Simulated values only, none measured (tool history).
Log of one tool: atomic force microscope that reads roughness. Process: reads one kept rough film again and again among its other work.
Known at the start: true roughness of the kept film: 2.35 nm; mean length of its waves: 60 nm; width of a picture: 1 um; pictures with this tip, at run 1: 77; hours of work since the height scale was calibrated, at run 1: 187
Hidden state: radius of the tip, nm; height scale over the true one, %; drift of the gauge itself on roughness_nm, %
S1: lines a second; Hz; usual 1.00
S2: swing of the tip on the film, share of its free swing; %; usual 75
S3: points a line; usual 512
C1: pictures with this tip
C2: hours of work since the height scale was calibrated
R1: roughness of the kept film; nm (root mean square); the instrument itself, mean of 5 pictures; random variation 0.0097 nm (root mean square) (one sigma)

run   hour    S1  S2    S3   C1   C2     R1
  1    0.0  1.00  75   512   77  187  2.148
  2   12.7  1.00  75   512   97  193  2.143
  3   18.2  1.00  75   512  106  196  2.119
  4   29.7  1.00  75   512  124  202  2.104
  5   35.4  1.00  75   512  133  204  2.121
      37.7  -- new tip fitted
  6   48.3  1.00  63   512   16  210  2.231
  7   54.0  1.00  63   512   25  213  2.221
  8   60.6  1.00  75   512   36  216  2.176
  9   73.3  1.00  60   512   56  222  2.215
 10   84.3  1.00  75   512   73  227  2.151
 11   92.1  1.00  75   512   86  231  2.133
 12  100.8  1.00  75   512   99  235  2.120
 13  109.7  1.00  75   512  113  239  2.127
 14  119.3  1.00  82   512  129  244  2.057
     124.7  -- new tip fitted
 15  129.7  1.00  61   512    8  249  2.254
 16  139.6  1.00  75   512   24  253  2.172
     141.8  -- height scale calibrated on a step standard
 17  153.3  0.83  57   512   44    6  2.237
 18  166.2  3.07  63   670   64   12  2.089
 19  178.8  3.07  60   670   84   18  2.125
 20  188.8  3.07  60   670  100   22  2.105
 21  200.0  1.14  60   681  118   28  2.160
     212.6  -- height scale calibrated on a step standard, once more
     213.1  -- new tip fitted
 22  214.7  1.14  60   681    3    1  2.226
 23  223.8  1.00  73   694   17    5  2.181
 24  231.5  1.00  75   653   29    9  2.165
 25  243.5  1.00  75   653   48   14  2.161
 26  253.5  1.00  75   279   64   19  2.119
 27  266.5  0.73  78   302   84   25  2.152
 28  277.4  1.67  86  1004  101   31  1.950
 29  289.4  2.88  75   466  120   36  1.931
     299.7  -- new tip fitted
 30  301.6  2.66  75   365    3   42  2.016
 31  314.0  2.66  75   365   22   48  2.017

Forecast each of these 4 alternatives for the next run:
  A  327.0  1.16  75  512  43  54   ?
  B  327.0  1.00  75  818  43  54   ?
  C  327.0  2.30  83  471  43  54   ?
  D  327.0  0.94  65  678  43  54   ?

run     R1
  A  2.155
  B  2.161
  C  1.929
  D  2.218
Without the tool's hidden state the same runs would have given:
run     R1
  A  2.189
  B  2.195
  C  1.960
  D  2.253
